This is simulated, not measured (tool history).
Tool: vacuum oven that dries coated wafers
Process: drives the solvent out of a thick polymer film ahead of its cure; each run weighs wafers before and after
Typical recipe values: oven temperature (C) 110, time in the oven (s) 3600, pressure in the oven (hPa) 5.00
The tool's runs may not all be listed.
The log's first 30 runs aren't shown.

{"hour": 698.2, "done": "vacuum gauge cleaned of residue and calibrated, once more"}
{"run": 31, "hour": 710.4, "oven temperature (C)": 96, "time in the oven (s)": 3600, "pressure in the oven (hPa)": 5.0, "solvent left in the film (%)": 3.9}
{"run": 32, "hour": 730.1, "oven temperature (C)": 120, "time in the oven (s)": 5160, "pressure in the oven (hPa)": 3.0, "solvent left in the film (%)": 0.05}
{"run": 33, "hour": 756.7, "oven temperature (C)": 114, "time in the oven (s)": 4440, "pressure in the oven (hPa)": 3.8, "solvent left in the film (%)": 0.19}
{"run": 34, "hour": 773.0, "oven temperature (C)": 110, "time in the oven (s)": 2520, "pressure in the oven (hPa)": 2.54, "solvent left in the film (%)": 1.42}
{"run": 35, "hour": 799.0, "oven temperature (C)": 107, "time in the oven (s)": 4080, "pressure in the oven (hPa)": 5.0, "solvent left in the film (%)": 0.87}
{"run": 36, "hour": 826.0, "oven temperature (C)": 110, "time in the oven (s)": 3900, "pressure in the oven (hPa)": 7.74, "solvent left in the film (%)": 0.62}
{"run": 37, "hour": 844.8, "oven temperature (C)": 110, "time in the oven (s)": 3960, "pressure in the oven (hPa)": 7.74, "solvent left in the film (%)": 0.67}
{"run": 38, "hour": 875.5, "oven temperature (C)": 110, "time in the oven (s)": 6120, "pressure in the oven (hPa)": 7.74, "solvent left in the film (%)": 0.31}
{"run": 39, "hour": 895.2, "oven temperature (C)": 123, "time in the oven (s)": 2340, "pressure in the oven (hPa)": 7.74, "solvent left in the film (%)": 0.27}
{"run": 40, "hour": 928.9, "oven temperature (C)": 123, "time in the oven (s)": 2340, "pressure in the oven (hPa)": 7.74, "solvent left in the film (%)": 0.36}
{"run": 41, "hour": 953.0, "oven temperature (C)": 112, "time in the oven (s)": 2220, "pressure in the oven (hPa)": 8.35, "solvent left in the film (%)": 1.73}
{"run": 42, "hour": 979.8, "oven temperature (C)": 98, "time in the oven (s)": 6360, "pressure in the oven (hPa)": 6.53, "solvent left in the film (%)": 1.45}
{"run": 43, "hour": 1000.2, "oven temperature (C)": 98, "time in the oven (s)": 6360, "pressure in the oven (hPa)": 14.06, "solvent left in the film (%)": 1.92}
{"run": 44, "hour": 1032.7, "oven temperature (C)": 98, "time in the oven (s)": 6360, "pressure in the oven (hPa)": 14.06, "solvent left in the film (%)": 1.78}
{"run": 45, "hour": 1055.9, "oven temperature (C)": 125, "time in the oven (s)": 6000, "pressure in the oven (hPa)": 12.23, "solvent left in the film (%)": 0.25}
{"run": 46, "hour": 1084.0, "oven temperature (C)": 125, "time in the oven (s)": 3180, "pressure in the oven (hPa)": 6.6, "solvent left in the film (%)": 0.09}
{"run": 47, "hour": 1106.2, "oven temperature (C)": 103, "time in the oven (s)": 3180, "pressure in the oven (hPa)": 11.58, "solvent left in the film (%)": 2.77}

Alternative continuations, all from the tool just after run 47; predict every row:
{"run": "A", "hour": 1131.1, "oven temperature (C)": 124, "time in the oven (s)": 6420, "pressure in the oven (hPa)": 5.43, "solvent left in the film (%)": "?"}
{"run": "B", "hour": 1131.1, "oven temperature (C)": 99, "time in the oven (s)": 6180, "pressure in the oven (hPa)": 6.65, "solvent left in the film (%)": "?"}
{"run": "C", "hour": 1131.1, "oven temperature (C)": 111, "time in the oven (s)": 3180, "pressure in the oven (hPa)": 11.58, "solvent left in the film (%)": "?"}
{"run": "D", "hour": 1131.1, "oven temperature (C)": 109, "time in the oven (s)": 3600, "pressure in the oven (hPa)": 17.64, "solvent left in the film (%)": "?"}

run=A solvent_left_in_the_film_(%)=0.10
run=B solvent_left_in_the_film_(%)=1.27
run=C solvent_left_in_the_film_(%)=1.14
run=D solvent_left_in_the_film_(%)=1.23
The same runs, with their run-to-run variation unchanged, on a tool lacking any hidden condition would have given:
run=A solvent_left_in_the_film_(%)=0.08
run=B solvent_left_in_the_film_(%)=1.17
run=C solvent_left_in_the_film_(%)=1.07
run=D solvent_left_in_the_film_(%)=1.15
